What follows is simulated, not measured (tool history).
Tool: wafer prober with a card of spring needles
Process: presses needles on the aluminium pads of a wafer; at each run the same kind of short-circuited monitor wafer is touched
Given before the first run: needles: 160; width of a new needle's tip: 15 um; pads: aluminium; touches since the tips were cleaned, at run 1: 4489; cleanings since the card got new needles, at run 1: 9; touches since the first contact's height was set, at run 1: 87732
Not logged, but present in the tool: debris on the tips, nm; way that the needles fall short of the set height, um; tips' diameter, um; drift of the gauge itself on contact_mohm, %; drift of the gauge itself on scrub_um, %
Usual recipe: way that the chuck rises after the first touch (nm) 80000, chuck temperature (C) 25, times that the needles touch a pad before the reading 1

run  hour  way that the chuck rises after the first touch (nm)  chuck temperature (C)  times that the needles touch a pad before the reading  touches since the tips were cleaned  cleanings since the card got new needles  touches since the first contact's height was set  resistance of one needle with its contact and lead (mohm)  way that a needle slides on the pad (nm)
  1   0.0                                                80000                     25                                                      1                                 4489                                         9                                             87732                                                        182                                     10430
  2   5.5                                                80000                     25                                                      1                                 6881                                         9                                             90124                                                        186                                     10440
      7.5  -- tips cleaned on abrasive film
  3  12.9                                                80000                     25                                                      1                                 2336                                        10                                             93294                                                        179                                     10410
  4  21.4                                                80000                     25                                                      1                                 6031                                        10                                             96989                                                        185                                     10400
     25.3  -- tips cleaned on abrasive film
  5  32.2                                                80000                     25                                                      1                                 2985                                        11                                            101655                                                        184                                     10410
  6  41.3                                                66000                     25                                                      1                                 6979                                        11                                            105649                                                        199                                      8570
     43.3  -- tips cleaned on abrasive film
  7  48.9                                                86000                     76                                                      1                                 2463                                        12                                            108916                                                        190                                     11190
     49.7  -- height of the first contact set anew
  8  58.7                                                90000                     25                                                      3                                 6573                                        12                                              3894                                                        170                                     11690
     61.9  -- tips cleaned on abrasive film
  9  67.4                                                86000                     36                                                      1                                 2372                                        13                                              7643                                                        179                                     11140
 10  73.1                                                85000                     28                                                      1                                 4871                                        13                                             10142                                                        182                                     11030

What if the next run were any one of these 4? Each begins from the tool's condition after run 10:
  A  78.2                                                68000                     25                                                      1                                 7070                                        13                                             12341                                                          ?                                         ?
  B  78.2                                                94000                     25                                                      1                                 7070                                        13                                             12341                                                          ?                                         ?
  C  78.2                                                71000                     47                                                      1                                 7070                                        13                                             12341                                                          ?                                         ?
  D  78.2                                                72000                     32                                                      1                                 7070                                        13                                             12341                                                          ?                                         ?

run  resistance of one needle with its contact and lead (mohm)  way that a needle slides on the pad (nm)
  A                                                        197                                      8780
  B                                                        181                                     12220
  C                                                        198                                      9200
  D                                                        194                                      9310
Stripped of hidden state, with their random variation kept, the same runs would have yielded:
run  resistance of one needle with its contact and lead (mohm)  way that a needle slides on the pad (nm)
  A                                                        163                                      8910
  B                                                        161                                     12350
  C                                                        168                                      9330
  D                                                        163                                      9440

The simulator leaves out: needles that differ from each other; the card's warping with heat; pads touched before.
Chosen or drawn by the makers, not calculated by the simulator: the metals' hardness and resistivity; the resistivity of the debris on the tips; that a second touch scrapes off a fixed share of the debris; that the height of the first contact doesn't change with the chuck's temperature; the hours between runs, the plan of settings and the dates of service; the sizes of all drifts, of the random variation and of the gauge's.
